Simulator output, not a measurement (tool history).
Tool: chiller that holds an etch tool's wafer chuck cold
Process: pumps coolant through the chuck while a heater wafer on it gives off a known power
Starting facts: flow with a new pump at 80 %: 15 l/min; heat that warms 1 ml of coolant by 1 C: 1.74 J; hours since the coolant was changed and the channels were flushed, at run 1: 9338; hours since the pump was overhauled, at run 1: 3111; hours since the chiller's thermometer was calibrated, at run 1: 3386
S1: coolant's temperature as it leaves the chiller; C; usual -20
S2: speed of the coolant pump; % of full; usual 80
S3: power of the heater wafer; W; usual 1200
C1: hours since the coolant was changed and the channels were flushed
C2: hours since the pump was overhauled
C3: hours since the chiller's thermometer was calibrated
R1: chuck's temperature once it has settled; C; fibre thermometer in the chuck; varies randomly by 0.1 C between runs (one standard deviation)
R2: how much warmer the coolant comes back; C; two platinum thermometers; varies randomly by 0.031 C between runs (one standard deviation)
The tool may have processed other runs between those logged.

{"run": 1, "day": 0.0, "S1": -20, "S2": 80, "S3": 1200, "C1": 9338, "C2": 3111, "C3": 3386, "R1": -7.8, "R2": 2.89}
{"run": 2, "day": 5.842, "S1": -20, "S2": 91, "S3": 1200, "C1": 9478, "C2": 3251, "C3": 3526, "R1": -8.7, "R2": 2.58}
{"run": 3, "day": 9.871, "S1": -20, "S2": 80, "S3": 1200, "C1": 9575, "C2": 3348, "C3": 3623, "R1": -7.8, "R2": 2.93}
{"run": 4, "day": 15.408, "S1": -20, "S2": 80, "S3": 1200, "C1": 9707, "C2": 3481, "C3": 3756, "R1": -7.5, "R2": 2.91}
{"run": 5, "day": 20.179, "S1": -14, "S2": 80, "S3": 1200, "C1": 9822, "C2": 3595, "C3": 3870, "R1": -1.6, "R2": 2.9}
{"run": 6, "day": 23.921, "S1": -20, "S2": 80, "S3": 1200, "C1": 9912, "C2": 3685, "C3": 3960, "R1": -7.4, "R2": 2.94}
{"run": 7, "day": 28.258, "S1": -20, "S2": 80, "S3": 1200, "C1": 10016, "C2": 3789, "C3": 4064, "R1": -7.4, "R2": 2.95}
{"run": 8, "day": 32.871, "S1": -20, "S2": 80, "S3": 1200, "C1": 10126, "C2": 3900, "C3": 4175, "R1": -7.4, "R2": 2.92}
{"run": 9, "day": 39.079, "S1": -20, "S2": 70, "S3": 1200, "C1": 10276, "C2": 4049, "C3": 4324, "R1": -6.3, "R2": 3.38}
{"run": 10, "day": 42.442, "S1": -20, "S2": 70, "S3": 1591, "C1": 10356, "C2": 4130, "C3": 4405, "R1": -2.0, "R2": 4.4}
{"run": 11, "day": 47.667, "S1": -20, "S2": 70, "S3": 1591, "C1": 10482, "C2": 4255, "C3": 4530, "R1": -1.8, "R2": 4.46}
{"run": 12, "day": 52.321, "S1": -20, "S2": 70, "S3": 1591, "C1": 10593, "C2": 4367, "C3": 4642, "R1": -1.8, "R2": 4.53}
{"run": 13, "day": 56.142, "S1": -20, "S2": 80, "S3": 1200, "C1": 10685, "C2": 4459, "C3": 4734, "R1": -7.0, "R2": 2.94}
{"run": 14, "day": 59.412, "S1": -20, "S2": 80, "S3": 1200, "C1": 10764, "C2": 4537, "C3": 4812, "R1": -6.9, "R2": 2.94}
{"run": 15, "day": 62.446, "S1": -20, "S2": 80, "S3": 1200, "C1": 10836, "C2": 4610, "C3": 4885, "R1": -7.0, "R2": 3.01}
{"run": 16, "day": 66.083, "S1": -20, "S2": 80, "S3": 1200, "C1": 10924, "C2": 4697, "C3": 4972, "R1": -6.8, "R2": 3.03}
{"run": 17, "day": 71.812, "S1": -20, "S2": 80, "S3": 1200, "C1": 11061, "C2": 4835, "C3": 5110, "R1": -6.7, "R2": 2.96}
{"run": 18, "day": 75.879, "S1": -26, "S2": 64, "S3": 1132, "C1": 11159, "C2": 4932, "C3": 5207, "R1": -11.7, "R2": 3.5}

The next listed run, before its measurement:
{"day": 76.6, "done": "coolant changed, channels flushed"}
{"run": 19, "day": 82.358, "S1": -16, "S2": 100, "S3": 751, "C1": 138, "C2": 5082, "C3": 5357, "R1": "?", "R2": "?"}

{"run 19": {"R1": -10.2, "R2": 1.54}}
With the hidden condition absent and the run-to-run variation left alone, this run would have shown R1 -11.1 C, R2 1.41 C.
